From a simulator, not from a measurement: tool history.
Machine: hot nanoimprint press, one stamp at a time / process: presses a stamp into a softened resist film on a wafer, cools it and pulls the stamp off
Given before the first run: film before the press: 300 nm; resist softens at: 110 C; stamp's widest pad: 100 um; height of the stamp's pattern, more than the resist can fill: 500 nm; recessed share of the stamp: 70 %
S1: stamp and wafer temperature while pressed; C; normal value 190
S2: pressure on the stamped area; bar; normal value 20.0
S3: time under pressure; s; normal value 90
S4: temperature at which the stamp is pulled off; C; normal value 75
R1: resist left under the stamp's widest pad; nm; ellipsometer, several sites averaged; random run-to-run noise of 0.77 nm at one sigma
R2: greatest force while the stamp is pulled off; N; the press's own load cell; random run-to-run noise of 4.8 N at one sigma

run     day   S1    S2   S3  S4     R1   R2
  1   0.000  190  20.0   90  75  176.5  233
      1.850  -- stamp cleaned and given a new release coat
  2   2.704  190  20.0   90  75  176.2  231
      3.342  -- plate thermocouple calibrated
  3   6.079  201  20.0   90  75  125.1  236
  4   9.183  190  20.0   90  63  175.2  297
  5  11.188  190  20.0   90  63  175.3  280
  6  13.125  190  20.0   90  63  176.5  286
  7  15.012  190  19.5   92  76  176.9  239
  8  18.192  190  17.6   69  79  199.6  213
  9  21.554  202  14.9   90  75  138.6  234
     24.954  -- stamp cleaned and given a new release coat
 10  25.112  202  14.9   90  75  138.5  238
     27.921  -- plate thermocouple calibrated
 11  28.771  202  14.9   90  81  139.2  212
 12  31.812  183  25.4  127  73  179.3  241

Each row is a separate what-if for the run after 12, all from the same tool condition, not one after another. Results?
  A  34.967  202  16.7  127  79   ?   ?
  B  34.967  182  20.0   57  75   ?   ?
  C  34.967  190  16.9   46  75   ?   ?
  D  34.967  179  21.8   90  61   ?   ?
  E  34.967  183  27.0   69  83   ?   ?

run     R1   R2
  A  115.0  221
  B  238.9  235
  C  223.5  231
  D  228.5  287
  E  209.7  205
Had the tool no hidden state, the same runs would have come out as:
run     R1   R2
  A  113.9  220
  B  236.7  234
  C  221.5  230
  D  226.5  285
  E  207.8  204

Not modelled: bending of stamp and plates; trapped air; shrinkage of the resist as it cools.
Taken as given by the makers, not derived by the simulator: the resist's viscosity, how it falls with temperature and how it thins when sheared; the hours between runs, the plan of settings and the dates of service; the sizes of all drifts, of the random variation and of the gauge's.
